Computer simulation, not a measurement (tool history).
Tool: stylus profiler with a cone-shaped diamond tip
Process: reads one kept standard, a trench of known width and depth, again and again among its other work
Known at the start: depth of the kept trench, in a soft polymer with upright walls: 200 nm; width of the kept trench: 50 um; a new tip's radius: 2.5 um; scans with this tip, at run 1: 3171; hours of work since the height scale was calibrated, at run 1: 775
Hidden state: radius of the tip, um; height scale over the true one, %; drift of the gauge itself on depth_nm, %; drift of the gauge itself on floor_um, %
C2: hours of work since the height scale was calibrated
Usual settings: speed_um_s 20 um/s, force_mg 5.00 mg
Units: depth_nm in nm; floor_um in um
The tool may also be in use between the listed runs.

run 1 hour=0.0 | speed_um_s=20 force_mg=5.00 | scans_with_this_tip=3171 C2=775 | depth_nm=204.87 floor_um=47.76
run 2 hour=39.7 | speed_um_s=20 force_mg=5.00 | scans_with_this_tip=3262 C2=797 | depth_nm=204.96 floor_um=47.74
run 3 hour=72.4 | speed_um_s=24 force_mg=5.00 | scans_with_this_tip=3336 C2=815 | depth_nm=204.91 floor_um=47.81
run 4 hour=139.4 | speed_um_s=16 force_mg=5.00 | scans_with_this_tip=3488 C2=853 | depth_nm=205.02 floor_um=47.87
run 5 hour=181.1 | speed_um_s=16 force_mg=5.00 | scans_with_this_tip=3583 C2=876 | depth_nm=204.99 floor_um=47.79
run 6 hour=229.5 | speed_um_s=20 force_mg=1.86 | scans_with_this_tip=3693 C2=903 | depth_nm=203.04 floor_um=47.73
run 7 hour=263.5 | speed_um_s=20 force_mg=1.86 | scans_with_this_tip=3770 C2=922 | depth_nm=203.14 floor_um=47.78
run 8 hour=314.7 | speed_um_s=20 force_mg=8.57 | scans_with_this_tip=3887 C2=950 | depth_nm=206.92 floor_um=47.83
run 9 hour=377.2 | speed_um_s=20 force_mg=8.57 | scans_with_this_tip=4029 C2=985 | depth_nm=206.95 floor_um=47.79
run 10 hour=419.0 | speed_um_s=20 force_mg=8.57 | scans_with_this_tip=4124 C2=1008 | depth_nm=207.18 floor_um=47.80
run 11 hour=471.0 | speed_um_s=20 force_mg=5.00 | scans_with_this_tip=4242 C2=1037 | depth_nm=205.05 floor_um=47.77
run 12 hour=531.7 | speed_um_s=20 force_mg=5.00 | scans_with_this_tip=4380 C2=1071 | depth_nm=205.21 floor_um=47.78
run 13 hour=581.4 | speed_um_s=20 force_mg=5.00 | scans_with_this_tip=4494 C2=1098 | depth_nm=205.35 floor_um=47.74
run 14 hour=649.3 | speed_um_s=20 force_mg=5.00 | scans_with_this_tip=4648 C2=1136 | depth_nm=205.19 floor_um=47.69
run 15 hour=680.6 | speed_um_s=6 force_mg=4.40 | scans_with_this_tip=4719 C2=1154 | depth_nm=205.03 floor_um=47.81
run 16 hour=723.6 | speed_um_s=6 force_mg=4.40 | scans_with_this_tip=4817 C2=1177 | depth_nm=205.00 floor_um=47.85
run 17 hour=769.6 | speed_um_s=6 force_mg=4.40 | scans_with_this_tip=4921 C2=1203 | depth_nm=205.00 floor_um=47.78
run 18 hour=833.1 | speed_um_s=6 force_mg=4.40 | scans_with_this_tip=5066 C2=1238 | depth_nm=204.95 floor_um=47.77
run 19 hour=869.9 | speed_um_s=6 force_mg=4.40 | scans_with_this_tip=5150 C2=1259 | depth_nm=205.01 floor_um=47.76
run 20 hour=928.6 | speed_um_s=14 force_mg=2.24 | scans_with_this_tip=5283 C2=1291 | depth_nm=203.59 floor_um=47.72
run 21 hour=965.5 | speed_um_s=12 force_mg=8.65 | scans_with_this_tip=5367 C2=1312 | depth_nm=207.11 floor_um=47.74
run 22 hour=1002.5 | speed_um_s=57 force_mg=5.00 | scans_with_this_tip=5451 C2=1332 | depth_nm=205.42 floor_um=47.55
run 23 hour=1038.9 | speed_um_s=57 force_mg=5.00 | scans_with_this_tip=5534 C2=1353 | depth_nm=205.53 floor_um=47.55
run 24 hour=1103.5 | speed_um_s=57 force_mg=5.00 | scans_with_this_tip=5681 C2=1389 | depth_nm=205.50 floor_um=47.54
run 25 hour=1153.0 | speed_um_s=8 force_mg=4.09 | scans_with_this_tip=5793 C2=1416 | depth_nm=204.96 floor_um=47.75
run 26 hour=1190.4 | speed_um_s=54 force_mg=7.56 | scans_with_this_tip=5879 C2=1437 | depth_nm=207.08 floor_um=47.58
run 27 hour=1243.8 | speed_um_s=54 force_mg=13.24 | scans_with_this_tip=6000 C2=1467 | depth_nm=209.43 floor_um=47.60
run 28 hour=1302.6 | speed_um_s=12 force_mg=4.05 | scans_with_this_tip=6134 C2=1499 | depth_nm=204.97 floor_um=47.70

Forecast each of these 3 alternatives for the next run:
run A hour=1339.9 | speed_um_s=32 force_mg=11.89 | scans_with_this_tip=6219 C2=1520 | depth_nm=? floor_um=?
run B hour=1339.9 | speed_um_s=12 force_mg=3.48 | scans_with_this_tip=6219 C2=1520 | depth_nm=? floor_um=?
run C hour=1339.9 | speed_um_s=25 force_mg=8.97 | scans_with_this_tip=6219 C2=1520 | depth_nm=? floor_um=?

run=A depth_nm=208.82 floor_um=47.66
run=B depth_nm=204.73 floor_um=47.72
run=C depth_nm=207.66 floor_um=47.67
Without the tool's hidden state the same runs would have given:
run=A depth_nm=207.44 floor_um=47.93
run=B depth_nm=203.37 floor_um=47.99
run=C depth_nm=206.28 floor_um=47.95

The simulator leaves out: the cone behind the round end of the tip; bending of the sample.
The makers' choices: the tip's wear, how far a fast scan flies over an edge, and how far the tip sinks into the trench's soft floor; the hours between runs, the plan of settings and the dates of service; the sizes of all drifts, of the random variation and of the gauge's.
